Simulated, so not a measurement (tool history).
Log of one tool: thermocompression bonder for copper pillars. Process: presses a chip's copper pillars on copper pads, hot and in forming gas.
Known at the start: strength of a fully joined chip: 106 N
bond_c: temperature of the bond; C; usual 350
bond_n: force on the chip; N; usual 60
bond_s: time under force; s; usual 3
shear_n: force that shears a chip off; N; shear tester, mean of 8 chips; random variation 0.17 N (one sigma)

{"run": 1, "day": 0.0, "bond_c": 350, "bond_n": 60, "bond_s": 3, "shear_n": 47.2}
{"run": 2, "day": 0.992, "bond_c": 350, "bond_n": 40, "bond_s": 3, "shear_n": 38.7}
{"run": 3, "day": 1.575, "bond_c": 350, "bond_n": 40, "bond_s": 3, "shear_n": 38.7}
{"run": 4, "day": 2.296, "bond_c": 350, "bond_n": 40, "bond_s": 3, "shear_n": 38.8}
{"run": 5, "day": 3.121, "bond_c": 350, "bond_n": 60, "bond_s": 3, "shear_n": 47.2}
{"run": 6, "day": 4.012, "bond_c": 350, "bond_n": 60, "bond_s": 3, "shear_n": 47}
{"run": 7, "day": 4.883, "bond_c": 350, "bond_n": 60, "bond_s": 3, "shear_n": 47.1}
{"run": 8, "day": 5.8, "bond_c": 350, "bond_n": 60, "bond_s": 3, "shear_n": 47}

The next listed run, before its measurement:
{"run": 9, "day": 6.296, "bond_c": 329, "bond_n": 65, "bond_s": 3, "shear_n": "?"}

shear_n: 40.9 N
Without the tool's hidden state the same run would have given shear_n 40.8 N.

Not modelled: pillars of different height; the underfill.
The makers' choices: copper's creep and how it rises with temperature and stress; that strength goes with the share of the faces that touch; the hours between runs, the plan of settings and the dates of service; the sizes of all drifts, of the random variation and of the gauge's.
